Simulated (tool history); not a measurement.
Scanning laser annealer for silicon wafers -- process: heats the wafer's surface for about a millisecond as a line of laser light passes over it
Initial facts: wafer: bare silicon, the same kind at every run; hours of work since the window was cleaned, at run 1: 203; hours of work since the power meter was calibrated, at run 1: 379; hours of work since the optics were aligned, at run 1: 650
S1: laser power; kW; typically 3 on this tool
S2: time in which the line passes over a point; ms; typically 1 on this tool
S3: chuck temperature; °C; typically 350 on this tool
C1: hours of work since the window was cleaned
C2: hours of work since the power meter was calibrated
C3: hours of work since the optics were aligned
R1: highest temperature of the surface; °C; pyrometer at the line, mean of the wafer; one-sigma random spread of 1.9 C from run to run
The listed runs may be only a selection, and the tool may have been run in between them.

run,day,S1,S2,S3,C1,C2,C3,R1
1,0,3,1,350,203,379,650,1148
2,0.842,3,0.76,350,217,393,663,1039
3,1.279,3,0.76,350,224,400,671,1041
4,2.112,3,1,350,238,414,684,1144
5,2.846,3,1,352,250,426,696,1145
6,3.75,3,1,373,265,441,711,1164
7,4.296,3,1,384,274,450,720,1179
# day 5.083: optics aligned, line set to its width
8,5.242,2.741,1,350,286,462,3,1081
9,6.092,3,1,350,300,476,17,1144
10,6.804,3,1,350,311,487,28,1142
11,7.433,3,1,350,322,498,39,1144
12,8.033,3,1.11,363,332,508,48,1197
13,8.925,2.84,1.21,374,346,522,63,1206
14,9.862,3.15,1.05,319,362,538,79,1170
15,10.288,3.15,0.75,378,369,545,86,1093
16,11.2,3.15,0.75,378,384,560,100,1092
17,11.804,2.628,1.04,350,393,570,110,1063
18,12.538,3.002,1,350,406,582,122,1142
19,13.283,3,1.12,325,418,594,135,1165
20,13.783,2.749,0.96,371,426,602,143,1084

What if the next run were any one of these 3? Each begins from the tool's condition after run 20:
A,14.258,2.917,0.96,371,434,610,151,?
B,14.258,2.97,1,350,434,610,151,?
C,14.258,3.055,1.01,348,434,610,151,?

run,R1
A,1127
B,1136
C,1159
With the hidden condition removed and each run's random variation left untouched, the same runs would have given:
run,R1
A,1127
B,1136
C,1159
